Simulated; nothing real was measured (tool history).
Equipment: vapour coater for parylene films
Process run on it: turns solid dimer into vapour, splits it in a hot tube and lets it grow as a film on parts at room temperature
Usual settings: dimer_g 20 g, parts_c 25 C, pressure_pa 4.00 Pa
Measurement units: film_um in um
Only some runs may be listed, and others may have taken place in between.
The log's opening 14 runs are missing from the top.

Run 15, day 21.875: usual settings but parts_c 26 C. Result: film_um 3.54 um.
Run 16, day 23.000: usual settings but parts_c 26 C. Result: film_um 3.49 um.
At day 24.750: trap's valve overhauled.
Run 17, day 25.246: usual settings but parts_c 26 C. Result: film_um 3.99 um.
Run 18, day 26.492: usual settings but parts_c 26 C, pressure_pa 7.84 Pa. Result: film_um 3.63 um.
Run 19, day 27.429: usual settings but dimer_g 34 g, parts_c 20 C. Result: film_um 8.38 um.
Run 20, day 29.383: usual settings but dimer_g 34 g, parts_c 20 C. Result: film_um 8.22 um.
Run 21, day 30.400: usual settings but dimer_g 34 g, parts_c 20 C. Result: film_um 8.22 um.
Run 22, day 31.762: usual settings but dimer_g 34 g, parts_c 20 C. Result: film_um 8.08 um.
Run 23, day 33.308: usual settings but dimer_g 34 g, parts_c 20 C. Result: film_um 7.97 um.
Run 24, day 34.671: usual settings but dimer_g 34 g, parts_c 20 C, pressure_pa 9.12 Pa. Result: film_um 7.26 um.
Run 25, day 36.675: usual settings but dimer_g 34 g, parts_c 20 C, pressure_pa 9.12 Pa. Result: film_um 7.27 um.
Run 26, day 38.450: usual settings but dimer_g 35 g. Result: film_um 6.76 um.
Run 27, day 39.504: usual settings but dimer_g 35 g, parts_c 31 C. Result: film_um 5.33 um.
Run 28, day 41.621: usual settings but dimer_g 9 g, pressure_pa 7.46 Pa. Result: film_um 1.53 um.
Run 29, day 43.179: usual settings but dimer_g 23 g. Result: film_um 4.25 um.
Run 30, day 45.054: usual settings but dimer_g 26 g, pressure_pa 3.89 Pa. Result: film_um 4.88 um.
Run 31, day 47.046: usual settings but dimer_g 28 g, parts_c 32 C, pressure_pa 7.84 Pa. Result: film_um 3.63 um.
Run 32, day 48.146: usual settings but dimer_g 28 g, parts_c 32 C, pressure_pa 7.84 Pa. Result: film_um 3.65 um.
Run 33, day 49.662: usual settings but dimer_g 28 g, parts_c 32 C, pressure_pa 7.84 Pa. Result: film_um 3.61 um.
Run 34, day 51.667: usual settings but dimer_g 28 g, parts_c 32 C, pressure_pa 7.84 Pa. Result: film_um 3.52 um.
At day 52.008: trap's valve overhauled.
Run 35, day 53.258: usual settings but dimer_g 15 g, parts_c 32 C, pressure_pa 7.34 Pa. Result: film_um 2.17 um.
Run 36, day 55.238: usual settings but dimer_g 15 g, parts_c 32 C, pressure_pa 7.34 Pa. Result: film_um 2.14 um.

Branching from run 36: 5 alternative next runs. What would each branch give?
Run A, day 57.088: usual settings but pressure_pa 6.58 Pa. Result: film_um ?.
Run B, day 57.088: usual settings but dimer_g 15 g, parts_c 30 C, pressure_pa 2.63 Pa. Result: film_um ?.
Run C, day 57.088: usual settings but dimer_g 10 g. Result: film_um ?.
Run D, day 57.088: usual settings but parts_c 23 C, pressure_pa 3.83 Pa. Result: film_um ?.
Run E, day 57.088: usual settings but dimer_g 26 g, parts_c 32 C, pressure_pa 10.65 Pa. Result: film_um ?.

run  film_um
  A     3.73
  B     2.65
  C     2.03
  D     4.26
  E     3.48
Had the tool no hidden state, the same runs would have come out as:
run  film_um
  A     3.95
  B     2.81
  C     2.15
  D     4.51
  E     3.69
